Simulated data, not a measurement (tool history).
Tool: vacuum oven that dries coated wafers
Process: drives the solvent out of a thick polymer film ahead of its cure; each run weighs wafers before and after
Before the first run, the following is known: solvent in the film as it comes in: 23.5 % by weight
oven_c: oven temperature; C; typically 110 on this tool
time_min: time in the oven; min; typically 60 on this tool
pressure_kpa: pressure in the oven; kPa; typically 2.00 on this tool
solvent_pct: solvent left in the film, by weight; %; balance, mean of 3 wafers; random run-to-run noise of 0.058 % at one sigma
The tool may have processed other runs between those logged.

run,hour,oven_c,time_min,pressure_kpa,solvent_pct
1,0.0,110,60,2.00,3.53
2,25.1,121,60,2.00,0.85
3,47.6,121,60,2.00,0.79
4,72.1,121,60,2.00,0.88
5,97.2,110,56,2.00,3.89
6,120.2,110,56,1.31,3.61
7,136.7,110,56,1.31,3.70
8,159.7,110,56,6.79,5.42
9,176.5,118,65,2.00,1.12
10,190.8,118,65,2.00,1.26
# hour 193.6: vacuum gauge cleaned of residue and calibrated
11,212.7,118,65,2.00,1.10

Predict the results of run 12:
12,225.8,102,60,2.00,?

Run 12 gave solvent_pct 7.14 %.
Without the tool's hidden state the same run would have given solvent_pct 6.20 %.

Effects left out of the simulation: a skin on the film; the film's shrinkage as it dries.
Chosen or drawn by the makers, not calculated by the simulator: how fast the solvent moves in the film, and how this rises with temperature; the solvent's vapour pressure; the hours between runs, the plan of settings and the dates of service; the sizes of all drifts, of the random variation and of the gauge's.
